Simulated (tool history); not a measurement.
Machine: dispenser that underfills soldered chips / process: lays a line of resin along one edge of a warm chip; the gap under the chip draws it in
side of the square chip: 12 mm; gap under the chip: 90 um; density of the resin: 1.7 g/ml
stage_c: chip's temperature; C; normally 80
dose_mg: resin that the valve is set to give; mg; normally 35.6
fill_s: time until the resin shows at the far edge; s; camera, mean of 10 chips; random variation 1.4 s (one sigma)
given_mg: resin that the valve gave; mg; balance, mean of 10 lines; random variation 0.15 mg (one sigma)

run	hour	stage_c	dose_mg	fill_s	given_mg
1	0.0	80	35.6	183.4	33.76
# hour 9.6: new syringe of resin
2	13.1	80	33.7	166.2	31.68
# hour 26.0: new syringe of resin
3	26.4	80	35.6	146.2	33.50
4	38.2	87	35.6	165.3	33.04
# hour 42.3: new syringe of resin
5	45.5	87	35.6	125.3	33.13
6	51.1	80	35.6	198.1	32.93
# hour 58.7: new syringe of resin
7	61.4	80	41.8	160.3	37.96
8	70.6	67	35.6	396.3	32.25
# hour 75.1: new syringe of resin
# hour 83.8: dispensing valve cleaned and set on the balance
9	84.8	67	35.6	336.4	35.71
# hour 92.3: new syringe of resin
10	94.9	80	44.0	162.1	43.79
11	105.3	80	36.3	232.7	35.81
# hour 108.9: new syringe of resin
12	115.2	87	43.4	133.3	42.78
# hour 125.3: new syringe of resin
13	128.1	91	30.6	107.4	29.95
14	133.9	81	41.1	185.7	39.87
# hour 142.5: new syringe of resin
15	144.9	71	31.1	242.0	30.11
16	155.7	69	39.8	369.1	38.44
# hour 159.7: new syringe of resin
17	168.0	80	35.3	193.2	33.57
# hour 176.9: new syringe of resin
18	177.4	71	40.9	223.4	38.64
19	184.7	80	39.1	194.7	37.00
# hour 193.9: new syringe of resin
20	198.7	75	45.5	216.4	42.61

Branching from run 20: 5 alternative next runs. What would each branch give?
A	206.3	83	43.1	?	?
B	206.3	69	35.5	?	?
C	206.3	94	39.6	?	?
D	206.3	94	35.6	?	?
E	206.3	76	32.5	?	?

run	fill_s	given_mg
A	193.4	40.39
B	369.2	33.10
C	129.8	37.11
D	128.0	33.10
E	276.5	30.24
Had the tool no hidden state, the same runs would have come out as:
run	fill_s	given_mg
A	120.3	43.41
B	226.5	35.59
C	80.8	39.89
D	79.4	35.59
E	169.6	32.50
